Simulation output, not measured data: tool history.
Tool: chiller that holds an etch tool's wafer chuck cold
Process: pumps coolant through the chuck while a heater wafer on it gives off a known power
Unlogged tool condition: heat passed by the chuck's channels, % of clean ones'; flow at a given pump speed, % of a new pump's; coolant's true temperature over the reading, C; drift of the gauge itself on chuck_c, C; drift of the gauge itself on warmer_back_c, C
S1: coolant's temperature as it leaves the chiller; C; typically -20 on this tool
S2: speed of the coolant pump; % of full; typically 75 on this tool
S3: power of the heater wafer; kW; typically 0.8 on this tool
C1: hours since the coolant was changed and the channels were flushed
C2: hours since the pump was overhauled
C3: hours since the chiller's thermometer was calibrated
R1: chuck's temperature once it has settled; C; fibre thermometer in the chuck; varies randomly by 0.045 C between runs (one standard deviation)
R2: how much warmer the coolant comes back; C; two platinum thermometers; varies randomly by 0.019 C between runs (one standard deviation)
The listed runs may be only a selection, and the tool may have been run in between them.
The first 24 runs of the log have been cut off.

Run 25, day 41.279: usual settings but S1 -29 C, S2 80 % of full, S3 0.507 kW; C1 3777; C2 1243; C3 3616. Result: R1 -25.62 C, R2 2.16 C.
Run 26, day 42.375: usual settings but S1 -25 C, S2 68 % of full, S3 1.074 kW; C1 3804; C2 1270; C3 3642. Result: R1 -16.49 C, R2 5.48 C.
Run 27, day 44.446: usual settings but S1 -25 C, S2 79 % of full, S3 0.46 kW; C1 3854; C2 1319; C3 3692. Result: R1 -21.86 C, R2 1.97 C.
Run 28, day 46.029: usual settings but S1 -25 C, S2 79 % of full, S3 0.46 kW; C1 3891; C2 1357; C3 3730. Result: R1 -21.85 C, R2 1.99 C.
Run 29, day 47.671: usual settings but S1 -25 C, S2 79 % of full, S3 0.559 kW; C1 3931; C2 1397; C3 3769. Result: R1 -21.29 C, R2 2.43 C.
Run 30, day 49.442: usual settings but S2 78 % of full; C1 3973; C2 1439; C3 3812. Result: R1 -14.53 C, R2 3.54 C.
Run 31, day 51.254: usual settings but S1 -18 C, S2 76 % of full; C1 4017; C2 1483; C3 3855. Result: R1 -12.31 C, R2 3.61 C.
Run 32, day 52.408: usual settings but S1 -18 C, S2 76 % of full; C1 4045; C2 1510; C3 3883. Result: R1 -12.29 C, R2 3.66 C.

Branching from run 32: 4 alternative next runs. What would each branch give?
Run A, day 53.625: usual settings but S1 -18 C, S2 60 % of full, S3 1.176 kW; C1 4074; C2 1540; C3 3912. Result: R1 ?, R2 ?.
Run B, day 53.625: usual settings but S1 -26 C, S2 95 % of full; C1 4074; C2 1540; C3 3912. Result: R1 ?, R2 ?.
Run C, day 53.625: usual settings but S1 -16 C, S2 83 % of full, S3 0.721 kW; C1 4074; C2 1540; C3 3912. Result: R1 ?, R2 ?.
Run D, day 53.625: usual settings but S1 -18 C, S2 81 % of full, S3 0.417 kW; C1 4074; C2 1540; C3 3912. Result: R1 ?, R2 ?.

run      R1    R2
  A   -7.69   6.8
  B  -21.33  2.86
  C  -11.29  2.98
  D  -15.42  1.77
With the hidden condition removed and each run's random variation left untouched, the same runs would have given:
run      R1    R2
  A   -7.47   6.8
  B   -21.1  2.86
  C  -11.06  2.98
  D  -15.19  1.77
